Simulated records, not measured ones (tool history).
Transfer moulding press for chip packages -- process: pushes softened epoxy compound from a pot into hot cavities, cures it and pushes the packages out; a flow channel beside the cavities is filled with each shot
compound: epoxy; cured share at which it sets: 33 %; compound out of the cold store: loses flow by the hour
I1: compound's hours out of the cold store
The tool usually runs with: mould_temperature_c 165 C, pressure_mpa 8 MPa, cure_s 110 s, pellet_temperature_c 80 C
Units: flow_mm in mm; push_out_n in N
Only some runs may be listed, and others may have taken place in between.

{"run": 1, "hour": 0.0, "mould_temperature_c": 165, "pressure_mpa": 8, "cure_s": 110, "pellet_temperature_c": 80, "I1": 31.2, "flow_mm": 527, "push_out_n": 387}
{"hour": 35.9, "done": "cavities cleaned with cleaning compound and waxed"}
{"run": 2, "hour": 46.6, "mould_temperature_c": 165, "pressure_mpa": 8, "cure_s": 110, "pellet_temperature_c": 84, "I1": 14.5, "flow_mm": 548, "push_out_n": 400}
{"run": 3, "hour": 98.8, "mould_temperature_c": 165, "pressure_mpa": 8, "cure_s": 110, "pellet_temperature_c": 84, "I1": 35, "flow_mm": 523, "push_out_n": 372}
{"hour": 106.8, "done": "cavities cleaned with cleaning compound and waxed"}
{"hour": 120.3, "done": "plunger's sealing rings changed"}
{"run": 4, "hour": 145.2, "mould_temperature_c": 165, "pressure_mpa": 8, "cure_s": 110, "pellet_temperature_c": 84, "I1": 47.3, "flow_mm": 511, "push_out_n": 364}
{"hour": 180.4, "done": "cavities cleaned with cleaning compound and waxed"}
{"run": 5, "hour": 231.6, "mould_temperature_c": 165, "pressure_mpa": 8, "cure_s": 110, "pellet_temperature_c": 84, "I1": 38.4, "flow_mm": 522, "push_out_n": 376}
{"hour": 247.5, "done": "cavities cleaned with cleaning compound and waxed"}
{"run": 6, "hour": 297.4, "mould_temperature_c": 165, "pressure_mpa": 8, "cure_s": 110, "pellet_temperature_c": 84, "I1": 21.7, "flow_mm": 540, "push_out_n": 381}
{"hour": 317.5, "done": "cavities cleaned with cleaning compound and waxed"}
{"hour": 332.0, "done": "plunger's sealing rings changed"}
{"hour": 387.3, "done": "cavities cleaned with cleaning compound and waxed"}
{"run": 7, "hour": 387.3, "mould_temperature_c": 165, "pressure_mpa": 8, "cure_s": 110, "pellet_temperature_c": 84, "I1": 16.8, "flow_mm": 544, "push_out_n": 385}
{"run": 8, "hour": 436.3, "mould_temperature_c": 165, "pressure_mpa": 8, "cure_s": 110, "pellet_temperature_c": 84, "I1": 20.3, "flow_mm": 545, "push_out_n": 382}
{"hour": 452.3, "done": "cavities cleaned with cleaning compound and waxed"}
{"run": 9, "hour": 481.8, "mould_temperature_c": 165, "pressure_mpa": 6.53, "cure_s": 110, "pellet_temperature_c": 80, "I1": 13.2, "flow_mm": 499, "push_out_n": 373}
{"hour": 523.0, "done": "cavities cleaned with cleaning compound and waxed"}
{"run": 10, "hour": 533.3, "mould_temperature_c": 165, "pressure_mpa": 6.53, "cure_s": 110, "pellet_temperature_c": 80, "I1": 31.9, "flow_mm": 477, "push_out_n": 378}
{"hour": 547.0, "done": "plunger's sealing rings changed"}
{"run": 11, "hour": 580.3, "mould_temperature_c": 167, "pressure_mpa": 6.53, "cure_s": 110, "pellet_temperature_c": 80, "I1": 12.1, "flow_mm": 497, "push_out_n": 366}
{"hour": 594.9, "done": "cavities cleaned with cleaning compound and waxed"}
{"run": 12, "hour": 635.7, "mould_temperature_c": 167, "pressure_mpa": 6.53, "cure_s": 110, "pellet_temperature_c": 80, "I1": 29.3, "flow_mm": 474, "push_out_n": 368}
{"hour": 661.8, "done": "cavities cleaned with cleaning compound and waxed"}
{"run": 13, "hour": 722.5, "mould_temperature_c": 167, "pressure_mpa": 6.53, "cure_s": 110, "pellet_temperature_c": 80, "I1": 26.2, "flow_mm": 479, "push_out_n": 369}
{"hour": 730.2, "done": "cavities cleaned with cleaning compound and waxed"}
{"hour": 745.4, "done": "mould's thermocouples calibrated"}
{"hour": 761.2, "done": "plunger's sealing rings changed"}
{"run": 14, "hour": 772.6, "mould_temperature_c": 165, "pressure_mpa": 6.53, "cure_s": 110, "pellet_temperature_c": 80, "I1": 23.6, "flow_mm": 487, "push_out_n": 367}
{"hour": 799.8, "done": "cavities cleaned with cleaning compound and waxed"}
{"run": 15, "hour": 832.5, "mould_temperature_c": 165, "pressure_mpa": 6.53, "cure_s": 110, "pellet_temperature_c": 80, "I1": 33.5, "flow_mm": 477, "push_out_n": 369}
{"hour": 865.0, "done": "cavities cleaned with cleaning compound and waxed"}
{"run": 16, "hour": 888.2, "mould_temperature_c": 172, "pressure_mpa": 6.53, "cure_s": 110, "pellet_temperature_c": 80, "I1": 42.2, "flow_mm": 450, "push_out_n": 343}
{"hour": 935.6, "done": "cavities cleaned with cleaning compound and waxed"}
{"hour": 976.8, "done": "plunger's sealing rings changed"}
{"run": 17, "hour": 977.0, "mould_temperature_c": 172, "pressure_mpa": 6.53, "cure_s": 110, "pellet_temperature_c": 80, "I1": 22.3, "flow_mm": 472, "push_out_n": 373}
{"hour": 1003.5, "done": "cavities cleaned with cleaning compound and waxed"}
{"run": 18, "hour": 1050.7, "mould_temperature_c": 165, "pressure_mpa": 8, "cure_s": 90, "pellet_temperature_c": 87, "I1": 24.4, "flow_mm": 535, "push_out_n": 470}
{"hour": 1068.8, "done": "cavities cleaned with cleaning compound and waxed"}
{"run": 19, "hour": 1117.4, "mould_temperature_c": 166, "pressure_mpa": 8, "cure_s": 110, "pellet_temperature_c": 80, "I1": 21.5, "flow_mm": 541, "push_out_n": 369}
{"hour": 1137.9, "done": "cavities cleaned with cleaning compound and waxed"}
{"run": 20, "hour": 1163.8, "mould_temperature_c": 169, "pressure_mpa": 8, "cure_s": 110, "pellet_temperature_c": 86, "I1": 19, "flow_mm": 534, "push_out_n": 346}
{"hour": 1190.8, "done": "plunger's sealing rings changed"}
{"hour": 1206.8, "done": "cavities cleaned with cleaning compound and waxed"}
{"run": 21, "hour": 1255.1, "mould_temperature_c": 158, "pressure_mpa": 8, "cure_s": 110, "pellet_temperature_c": 88, "I1": 35.3, "flow_mm": 541, "push_out_n": 570}
{"hour": 1277.2, "done": "cavities cleaned with cleaning compound and waxed"}
{"run": 22, "hour": 1301.1, "mould_temperature_c": 158, "pressure_mpa": 6.64, "cure_s": 110, "pellet_temperature_c": 88, "I1": 19.8, "flow_mm": 513, "push_out_n": 559}
{"hour": 1342.5, "done": "cavities cleaned with cleaning compound and waxed"}
{"run": 23, "hour": 1366.2, "mould_temperature_c": 158, "pressure_mpa": 6.64, "cure_s": 109, "pellet_temperature_c": 77, "I1": 40.2, "flow_mm": 489, "push_out_n": 562}
{"hour": 1406.4, "done": "plunger's sealing rings changed"}
{"hour": 1416.1, "done": "cavities cleaned with cleaning compound and waxed"}
{"run": 24, "hour": 1436.3, "mould_temperature_c": 170, "pressure_mpa": 7.08, "cure_s": 109, "pellet_temperature_c": 77, "I1": 24.6, "flow_mm": 494, "push_out_n": 341}
{"hour": 1485.0, "done": "cavities cleaned with cleaning compound and waxed"}
{"run": 25, "hour": 1490.4, "mould_temperature_c": 170, "pressure_mpa": 8.36, "cure_s": 98, "pellet_temperature_c": 77, "I1": 28.4, "flow_mm": 531, "push_out_n": 355}
{"run": 26, "hour": 1542.1, "mould_temperature_c": 165, "pressure_mpa": 8, "cure_s": 110, "pellet_temperature_c": 80, "I1": 44.3, "flow_mm": 510, "push_out_n": 384}
{"hour": 1555.9, "done": "cavities cleaned with cleaning compound and waxed"}
{"hour": 1572.1, "done": "mould's thermocouples calibrated"}
{"run": 27, "hour": 1609.8, "mould_temperature_c": 162, "pressure_mpa": 7.49, "cure_s": 110, "pellet_temperature_c": 80, "I1": 27.8, "flow_mm": 525, "push_out_n": 433}

Each row is a separate what-if for the run after 27, all from the same tool condition, not one after another. Results?
{"hour": 1620.5, "done": "plunger's sealing rings changed"}
{"hour": 1628.6, "done": "cavities cleaned with cleaning compound and waxed"}
{"hour": 1694.5, "done": "cavities cleaned with cleaning compound and waxed"}
{"run": "A", "hour": 1703.6, "mould_temperature_c": 170, "pressure_mpa": 9.44, "cure_s": 118, "pellet_temperature_c": 80, "I1": 16.6, "flow_mm": "?", "push_out_n": "?"}
{"hour": 1620.5, "done": "plunger's sealing rings changed"}
{"hour": 1628.6, "done": "cavities cleaned with cleaning compound and waxed"}
{"hour": 1694.5, "done": "cavities cleaned with cleaning compound and waxed"}
{"run": "B", "hour": 1703.6, "mould_temperature_c": 165, "pressure_mpa": 8, "cure_s": 110, "pellet_temperature_c": 88, "I1": 38.8, "flow_mm": "?", "push_out_n": "?"}
{"hour": 1620.5, "done": "plunger's sealing rings changed"}
{"hour": 1628.6, "done": "cavities cleaned with cleaning compound and waxed"}
{"hour": 1694.5, "done": "cavities cleaned with cleaning compound and waxed"}
{"run": "C", "hour": 1703.6, "mould_temperature_c": 158, "pressure_mpa": 7.68, "cure_s": 110, "pellet_temperature_c": 83, "I1": 33.8, "flow_mm": "?", "push_out_n": "?"}

run=A flow_mm=581 push_out_n=343
run=B flow_mm=516 push_out_n=381
run=C flow_mm=530 push_out_n=538
With the hidden condition removed and each run's random variation left untouched, the same runs would have given:
run=A flow_mm=581 push_out_n=342
run=B flow_mm=516 push_out_n=380
run=C flow_mm=530 push_out_n=536
